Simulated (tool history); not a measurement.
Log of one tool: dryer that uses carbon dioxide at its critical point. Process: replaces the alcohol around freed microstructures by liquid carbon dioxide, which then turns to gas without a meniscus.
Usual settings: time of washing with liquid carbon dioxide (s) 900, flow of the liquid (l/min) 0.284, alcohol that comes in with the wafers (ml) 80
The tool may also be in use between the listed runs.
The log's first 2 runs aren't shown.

run     day  time of washing with liquid carbon dioxide (s)  flow of the liquid (l/min)  alcohol that comes in with the wafers (ml)  alcohol left in the vessel before it's heated (ppm by volume)
  3   1.675                                             900                       0.186                                          80                                                           1050
  4   2.492                                             900                       0.284                                          30                                                             73
  5   3.029                                             900                       0.284                                          30                                                             73
  6   4.004                                             960                       0.284                                          30                                                             62
  7   5.008                                             960                       0.284                                          30                                                             66
  8   6.267                                             960                       0.284                                          30                                                             60
  9   7.012                                             960                       0.284                                          30                                                             64
 10   7.683                                             960                       0.284                                          30                                                             66
 11   8.946                                             900                       0.284                                          80                                                            144
 12  10.046                                             900                       0.284                                          80                                                            146
 13  11.233                                             900                       0.284                                          80                                                            146
 14  12.038                                             900                       0.284                                          80                                                            151
 15  12.554                                             900                       0.284                                          80                                                            165
 16  13.267                                             900                       0.284                                          34                                                            100
 17  14.508                                             900                       0.284                                          80                                                            162
 18  15.071                                             900                       0.284                                          80                                                            162
 19  16.217                                             900                       0.284                                          21                                                             88
 20  16.929                                             900                       0.284                                         103                                                            206
 21  18.121                                             900                       0.284                                         103                                                            207
 22  18.804                                             900                       0.284                                         103                                                            209
 23  19.983                                            1320                       0.284                                         103                                                             72
 24    20.9                                             780                       0.284                                          80                                                            379
 25   21.95                                             900                        0.29                                          80                                                            172
 26    22.5                                             600                       0.343                                          40                                                            322
 27  23.621                                             600                       0.343                                          40                                                            323

The next listed run, before its measurement:
 28  24.479                                            1020                       0.284                                          44                                                              ?

alcohol left in the vessel before it's heated (ppm by volume): 97
Without the tool's hidden state the same run would have given alcohol left in the vessel before it's heated (ppm by volume) 17.
